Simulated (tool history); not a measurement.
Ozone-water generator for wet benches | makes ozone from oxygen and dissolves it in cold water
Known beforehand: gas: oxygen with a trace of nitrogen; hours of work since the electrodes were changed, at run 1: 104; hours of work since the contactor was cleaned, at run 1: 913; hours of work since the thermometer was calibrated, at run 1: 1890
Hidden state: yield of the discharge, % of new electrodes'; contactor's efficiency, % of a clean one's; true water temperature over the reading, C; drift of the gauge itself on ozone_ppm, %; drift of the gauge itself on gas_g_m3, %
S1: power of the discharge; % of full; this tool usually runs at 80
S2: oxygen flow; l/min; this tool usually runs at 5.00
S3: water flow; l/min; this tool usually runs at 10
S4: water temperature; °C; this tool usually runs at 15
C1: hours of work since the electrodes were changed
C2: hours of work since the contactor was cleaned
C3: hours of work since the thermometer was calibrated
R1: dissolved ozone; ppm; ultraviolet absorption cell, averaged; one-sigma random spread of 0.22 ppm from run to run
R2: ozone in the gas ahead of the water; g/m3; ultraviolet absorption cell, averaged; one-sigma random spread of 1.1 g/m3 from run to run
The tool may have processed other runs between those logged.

| run | hour | S1 | S2 | S3 | S4 | C1 | C2 | C3 | R1 | R2 |
|---|---|---|---|---|---|---|---|---|---|---|
| 1 | 0.0 | 80 | 5.00 | 10 | 15 | 104 | 913 | 1890 | 32.5 | 201.4 |
| 2 | 138.3 | 80 | 7.13 | 10 | 15 | 202 | 1010 | 1988 | 33.6 | 181.5 |
| 3 | 261.4 | 80 | 7.13 | 10 | 15 | 289 | 1097 | 2074 | 32.6 | 181.0 |
| 4 | 353.7 | 80 | 7.13 | 10 | 15 | 354 | 1162 | 2140 | 33.0 | 181.2 |
| 5 | 493.2 | 80 | 7.13 | 10 | 15 | 452 | 1261 | 2238 | 33.1 | 180.6 |
| 6 | 581.3 | 80 | 7.13 | 10 | 15 | 515 | 1323 | 2300 | 33.0 | 181.3 |
| 7 | 698.7 | 80 | 5.00 | 11 | 15 | 598 | 1406 | 2383 | 30.1 | 201.7 |
| 8 | 865.0 | 43 | 5.00 | 10 | 14 | 715 | 1523 | 2501 | 19.2 | 118.0 |
| 9 | 960.0 | 80 | 3.39 | 10 | 15 | 782 | 1590 | 2568 | 30.5 | 226.8 |
| 10 | 1074.7 | 80 | 3.39 | 10 | 15 | 863 | 1671 | 2648 | 30.6 | 227.1 |
| 11 | 1154.6 | 60 | 4.90 | 8 | 13 | 919 | 1728 | 2705 | 30.6 | 157.5 |
| 12 | 1321.7 | 80 | 3.64 | 10 | 15 | 1037 | 1846 | 2823 | 30.8 | 219.9 |

Each row is a separate what-if for the run after 12, all from the same tool condition, not one after another. Results?
| A | 1462.6 | 41 | 4.93 | 10 | 21 | 1137 | 1945 | 2922 | ? | ? |
| B | 1462.6 | 81 | 5.00 | 10 | 15 | 1137 | 1945 | 2922 | ? | ? |
| C | 1462.6 | 80 | 3.21 | 12 | 8 | 1137 | 1945 | 2922 | ? | ? |
| D | 1462.6 | 80 | 5.00 | 8 | 15 | 1137 | 1945 | 2922 | ? | ? |

| run | R1 | R2 |
|---|---|---|
| A | 16.0 | 113.1 |
| B | 32.5 | 204.6 |
| C | 28.6 | 232.3 |
| D | 37.5 | 200.8 |
Take away the tool's hidden state, keep each run's random variation, and the runs would have read:
| run | R1 | R2 |
|---|---|---|
| A | 16.0 | 113.1 |
| B | 32.5 | 204.7 |
| C | 28.6 | 232.5 |
| D | 37.5 | 200.9 |

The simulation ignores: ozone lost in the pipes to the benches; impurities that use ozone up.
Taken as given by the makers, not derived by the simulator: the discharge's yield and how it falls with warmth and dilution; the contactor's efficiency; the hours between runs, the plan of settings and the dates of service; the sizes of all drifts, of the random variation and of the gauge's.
